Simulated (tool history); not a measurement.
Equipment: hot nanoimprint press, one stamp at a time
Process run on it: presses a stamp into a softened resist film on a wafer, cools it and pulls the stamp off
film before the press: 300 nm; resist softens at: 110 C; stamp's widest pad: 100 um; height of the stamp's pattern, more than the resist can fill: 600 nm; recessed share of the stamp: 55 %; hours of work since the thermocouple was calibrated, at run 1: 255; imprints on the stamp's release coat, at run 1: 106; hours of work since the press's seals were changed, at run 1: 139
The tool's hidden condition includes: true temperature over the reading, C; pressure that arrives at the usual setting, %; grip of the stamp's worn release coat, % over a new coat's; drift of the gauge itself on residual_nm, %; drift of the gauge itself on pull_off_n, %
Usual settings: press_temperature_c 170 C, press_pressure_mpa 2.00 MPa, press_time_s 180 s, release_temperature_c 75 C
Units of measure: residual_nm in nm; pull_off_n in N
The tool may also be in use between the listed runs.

run,hour,press_temperature_c,press_pressure_mpa,press_time_s,release_temperature_c,hours of work since the thermocouple was calibrated,imprints on the stamp's release coat,hours of work since the press's seals were changed,residual_nm,pull_off_n
1,0.0,170,2.00,180,75,255,106,139,163.3,123
2,37.8,170,2.00,180,75,275,202,158,164.1,133
3,121.3,170,2.00,180,75,318,414,202,167.4,136
4,165.7,170,2.00,180,75,341,527,225,168.3,148
# hour 181.9: stamp cleaned and given a new release coat
5,232.1,170,2.00,180,75,373,128,256,168.9,131
6,297.6,170,2.00,180,69,407,294,290,171.1,150
7,338.7,170,2.00,180,69,428,399,311,170.9,165
# hour 404.5: plate thermocouple calibrated
# hour 410.5: stamp cleaned and given a new release coat
8,422.6,170,2.50,180,75,6,30,350,142.7,121
9,460.9,170,2.50,180,75,26,128,370,145.4,123
10,499.5,170,2.50,180,75,46,226,390,143.6,124
11,572.7,170,2.50,180,75,84,412,428,144.2,137
12,621.7,170,2.50,180,75,110,537,453,145.4,135
# hour 638.8: stamp cleaned and given a new release coat
13,693.0,170,2.75,180,75,143,138,487,143.4,125
14,772.9,170,2.75,180,75,185,341,529,145.3,134
15,808.9,166,1.87,125,83,203,433,547,224.9,109
# hour 864.5: stamp cleaned and given a new release coat
16,874.1,160,1.87,125,83,234,24,578,268.8,95
17,958.8,165,1.87,125,83,278,240,622,236.8,103
18,1026.1,158,1.87,185,71,313,411,657,269.0,151
# hour 1090.3: stamp cleaned and given a new release coat
19,1104.5,173,1.87,152,79,350,36,694,156.2,111
20,1154.0,164,1.87,152,65,376,162,720,237.1,160
21,1195.8,164,1.87,152,65,398,268,742,240.4,158
22,1262.4,172,1.87,152,81,432,437,776,169.1,119
# hour 1316.6: stamp cleaned and given a new release coat
# hour 1324.9: plate thermocouple calibrated
23,1329.8,181,1.87,330,81,3,26,806,63.1,97
24,1393.0,170,1.37,180,77,35,187,839,179.7,114
25,1450.7,170,1.37,180,77,65,333,869,181.2,122
26,1498.7,171,2.00,277,75,90,455,894,128.8,137
# hour 1549.3: stamp cleaned and given a new release coat
27,1562.0,181,1.54,198,80,120,32,924,88.2,101
28,1626.4,170,2.80,180,77,153,196,957,145.5,117

Alternative continuations, all from the tool just after run 28; predict every row:
A,1670.4,165,2.00,112,82,176,308,980,?,?
B,1670.4,171,2.92,328,77,176,308,980,?,?
C,1670.4,170,2.28,180,75,176,308,980,?,?

run,residual_nm,pull_off_n
A,231.7,104
B,106.4,127
C,157.9,136
Without the tool's unlogged condition, the same runs would have read:
run,residual_nm,pull_off_n
A,223.0,91
B,97.0,112
C,147.3,120
